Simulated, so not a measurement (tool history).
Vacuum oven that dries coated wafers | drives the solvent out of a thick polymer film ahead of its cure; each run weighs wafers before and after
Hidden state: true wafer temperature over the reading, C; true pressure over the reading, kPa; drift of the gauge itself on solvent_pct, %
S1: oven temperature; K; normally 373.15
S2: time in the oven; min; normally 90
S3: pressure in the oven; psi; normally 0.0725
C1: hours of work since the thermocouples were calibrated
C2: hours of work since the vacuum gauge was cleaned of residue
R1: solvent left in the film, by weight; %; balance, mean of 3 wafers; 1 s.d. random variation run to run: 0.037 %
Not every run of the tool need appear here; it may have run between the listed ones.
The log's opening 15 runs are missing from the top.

run	hour	S1	S2	S3	C1	C2	R1
16	354.3	373.15	90	0.0725	772	882	1.37
17	384	373.15	90	0.0725	791	900	1.41
18	403	373.15	90	0.0725	803	912	1.38
19	420.6	373.15	59	0.0725	814	924	3.12
20	451.5	371.15	90	0.0725	834	943	1.87
21	472.9	371.15	90	0.0725	847	957	1.76
22	503.4	371.15	90	0.0725	867	976	1.8
23	520.1	371.15	90	0.0725	877	987	1.84
24	543.1	371.15	90	0.0725	892	1001	1.78
25	574.2	386.15	90	0.2557	912	1021	0.69
26	589.4	375.15	87	0.0748	921	1031	1.03
27	620	359.15	87	0.1226	941	1050	6.83
28	652.8	359.15	87	0.1226	962	1071	6.92
29	678.2	383.15	150	0.1443	978	1087	0.41
30	698.1	383.15	150	0.1443	990	1100	0.4
31	712.3	367.15	90	0.1537	999	1109	3.25
32	740.8	374.15	90	0.0725	1017	1127	1.1
33	767.4	366.15	90	0.0445	1034	1144	3.17
34	794.7	366.15	90	0.0445	1052	1161	3.18
35	817.4	370.15	122	0.1726	1066	1176	1.45
36	841.4	362.15	80	0.0609	1081	1191	5.66
37	865.5	361.15	128	0.0421	1097	1206	3.06
38	881.2	361.15	125	0.2783	1107	1216	4.46

Expected results for the next run?
39	901.3	361.15	125	0.2783	1119	1229	?

{"run 39": {"R1": 4.37}}
With no hidden state in the tool, this same run would have given R1 4.94 %.
